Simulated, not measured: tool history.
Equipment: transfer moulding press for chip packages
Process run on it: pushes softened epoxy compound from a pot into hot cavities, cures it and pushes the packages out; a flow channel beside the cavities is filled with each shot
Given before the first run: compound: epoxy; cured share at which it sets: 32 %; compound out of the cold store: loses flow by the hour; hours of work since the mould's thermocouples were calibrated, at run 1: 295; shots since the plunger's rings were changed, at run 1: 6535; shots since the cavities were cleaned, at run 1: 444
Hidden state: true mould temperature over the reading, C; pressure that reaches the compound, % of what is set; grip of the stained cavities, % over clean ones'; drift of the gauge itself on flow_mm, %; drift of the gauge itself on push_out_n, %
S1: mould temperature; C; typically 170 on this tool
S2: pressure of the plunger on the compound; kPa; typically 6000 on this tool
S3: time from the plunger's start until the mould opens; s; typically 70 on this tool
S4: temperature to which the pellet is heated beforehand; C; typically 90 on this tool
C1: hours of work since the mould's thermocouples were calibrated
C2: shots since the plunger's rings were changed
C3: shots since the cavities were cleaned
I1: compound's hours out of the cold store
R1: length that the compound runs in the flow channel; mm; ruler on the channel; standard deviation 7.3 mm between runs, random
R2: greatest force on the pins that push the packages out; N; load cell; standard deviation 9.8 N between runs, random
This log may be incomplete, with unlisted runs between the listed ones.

| run | hour | S1 | S2 | S3 | S4 | C1 | C2 | C3 | I1 | R1 | R2 |
|---|---|---|---|---|---|---|---|---|---|---|---|
| 1 | 0 | 170 | 6000 | 70 | 90 | 295 | 6535 | 444 | 10.4 | 842 | 589 |
|  | 8.3 | cavities cleaned with cleaning compound and waxed |
|  | 37.1 | plunger's sealing rings changed |
| 2 | 46.1 | 170 | 6710 | 70 | 90 | 318 | 133 | 523 | 18.6 | 980 | 603 |
|  | 51.2 | cavities cleaned with cleaning compound and waxed |
| 3 | 84.9 | 170 | 6710 | 70 | 90 | 338 | 686 | 500 | 43.4 | 852 | 575 |
|  | 89.3 | cavities cleaned with cleaning compound and waxed |
|  | 128.9 | cavities cleaned with cleaning compound and waxed |
| 4 | 140.3 | 170 | 6710 | 70 | 90 | 367 | 1463 | 169 | 37.8 | 867 | 511 |
|  | 170.5 | cavities cleaned with cleaning compound and waxed |
| 5 | 192.2 | 170 | 6710 | 70 | 90 | 394 | 2210 | 321 | 40.7 | 841 | 569 |
|  | 211.8 | cavities cleaned with cleaning compound and waxed |
| 6 | 218.4 | 170 | 6710 | 70 | 90 | 408 | 2576 | 98 | 16.2 | 936 | 516 |
|  | 250.5 | cavities cleaned with cleaning compound and waxed |
| 7 | 251.7 | 170 | 6000 | 70 | 90 | 425 | 3049 | 19 | 9.1 | 909 | 482 |
| 8 | 282.5 | 170 | 6000 | 70 | 90 | 442 | 3505 | 475 | 41.2 | 772 | 590 |
|  | 292.9 | cavities cleaned with cleaning compound and waxed |
| 9 | 313.1 | 170 | 6000 | 70 | 90 | 458 | 3936 | 299 | 42.4 | 754 | 557 |
|  | 332.2 | cavities cleaned with cleaning compound and waxed |
| 10 | 362 | 170 | 6600 | 70 | 90 | 483 | 4639 | 441 | 11.7 | 914 | 589 |
|  | 372 | mould's thermocouples calibrated |
|  | 373.5 | cavities cleaned with cleaning compound and waxed |
|  | 414.1 | cavities cleaned with cleaning compound and waxed |
| 11 | 414.6 | 170 | 6600 | 70 | 90 | 22 | 5345 | 8 | 33.4 | 798 | 448 |
| 12 | 440.8 | 170 | 6000 | 54 | 90 | 36 | 5733 | 396 | 20.8 | 824 | 916 |
|  | 454 | cavities cleaned with cleaning compound and waxed |
|  | 493.5 | cavities cleaned with cleaning compound and waxed |
| 13 | 496.1 | 170 | 6000 | 54 | 90 | 64 | 6509 | 39 | 46.7 | 705 | 680 |
|  | 531.8 | plunger's sealing rings changed |
|  | 535.9 | cavities cleaned with cleaning compound and waxed |
| 14 | 552 | 170 | 5280 | 76 | 90 | 93 | 277 | 238 | 34.5 | 789 | 489 |
|  | 574.5 | cavities cleaned with cleaning compound and waxed |
| 15 | 584.9 | 165 | 5100 | 67 | 85 | 110 | 743 | 155 | 19 | 849 | 739 |
|  | 615.8 | cavities cleaned with cleaning compound and waxed |
| 16 | 620.1 | 165 | 5100 | 67 | 85 | 128 | 1243 | 65 | 46.1 | 734 | 638 |
|  | 657.3 | cavities cleaned with cleaning compound and waxed |
| 17 | 658.7 | 173 | 7200 | 66 | 85 | 148 | 1792 | 21 | 37.3 | 887 | 469 |
|  | 696.2 | cavities cleaned with cleaning compound and waxed |
| 18 | 710.1 | 173 | 7200 | 66 | 85 | 176 | 2532 | 206 | 29 | 899 | 497 |
|  | 738.2 | cavities cleaned with cleaning compound and waxed |
| 19 | 763.3 | 175 | 5950 | 55 | 90 | 204 | 3299 | 373 | 17.8 | 835 | 648 |
|  | 776.4 | cavities cleaned with cleaning compound and waxed |
| 20 | 793 | 170 | 6000 | 61 | 87 | 219 | 3716 | 245 | 39.4 | 783 | 658 |
|  | 815.2 | cavities cleaned with cleaning compound and waxed |
| 21 | 817.9 | 170 | 6140 | 70 | 90 | 232 | 4063 | 40 | 13.1 | 867 | 482 |
| 22 | 845.4 | 170 | 6140 | 70 | 90 | 247 | 4472 | 449 | 30.3 | 810 | 576 |
|  | 854.4 | cavities cleaned with cleaning compound and waxed |
|  | 894.5 | cavities cleaned with cleaning compound and waxed |
| 23 | 900.9 | 170 | 4770 | 61 | 85 | 275 | 5250 | 95 | 27.2 | 712 | 607 |
|  | 933.1 | cavities cleaned with cleaning compound and waxed |
| 24 | 952.4 | 170 | 6720 | 70 | 90 | 303 | 5991 | 286 | 17.6 | 851 | 551 |
|  | 973.5 | cavities cleaned with cleaning compound and waxed |
| 25 | 997.7 | 170 | 5840 | 63 | 90 | 327 | 6641 | 359 | 42.3 | 708 | 632 |
|  | 1012.7 | cavities cleaned with cleaning compound and waxed |
|  | 1024.3 | plunger's sealing rings changed |
| 26 | 1050.4 | 170 | 5030 | 63 | 92 | 353 | 387 | 522 | 39.2 | 757 | 639 |

Below are 3 alternative next runs, each starting from the tool's condition after run 26. Predict each:
|  | 1054.8 | cavities cleaned with cleaning compound and waxed |
|  | 1094.8 | cavities cleaned with cleaning compound and waxed |
| A | 1104.5 | 170 | 5030 | 92 | 88 | 381 | 1144 | 143 | 20.7 | ? | ? |
|  | 1054.8 | cavities cleaned with cleaning compound and waxed |
|  | 1094.8 | cavities cleaned with cleaning compound and waxed |
| B | 1104.5 | 170 | 5070 | 77 | 96 | 381 | 1144 | 143 | 40.2 | ? | ? |
|  | 1054.8 | cavities cleaned with cleaning compound and waxed |
|  | 1094.8 | cavities cleaned with cleaning compound and waxed |
| C | 1104.5 | 170 | 5030 | 63 | 85 | 381 | 1144 | 143 | 31.4 | ? | ? |

| run | R1 | R2 |
|---|---|---|
| A | 809 | 429 |
| B | 752 | 475 |
| C | 762 | 593 |
The same runs, with their run-to-run variation unchanged, on a tool lacking any hidden condition would have given:
| run | R1 | R2 |
|---|---|---|
| A | 826 | 384 |
| B | 768 | 423 |
| C | 778 | 515 |

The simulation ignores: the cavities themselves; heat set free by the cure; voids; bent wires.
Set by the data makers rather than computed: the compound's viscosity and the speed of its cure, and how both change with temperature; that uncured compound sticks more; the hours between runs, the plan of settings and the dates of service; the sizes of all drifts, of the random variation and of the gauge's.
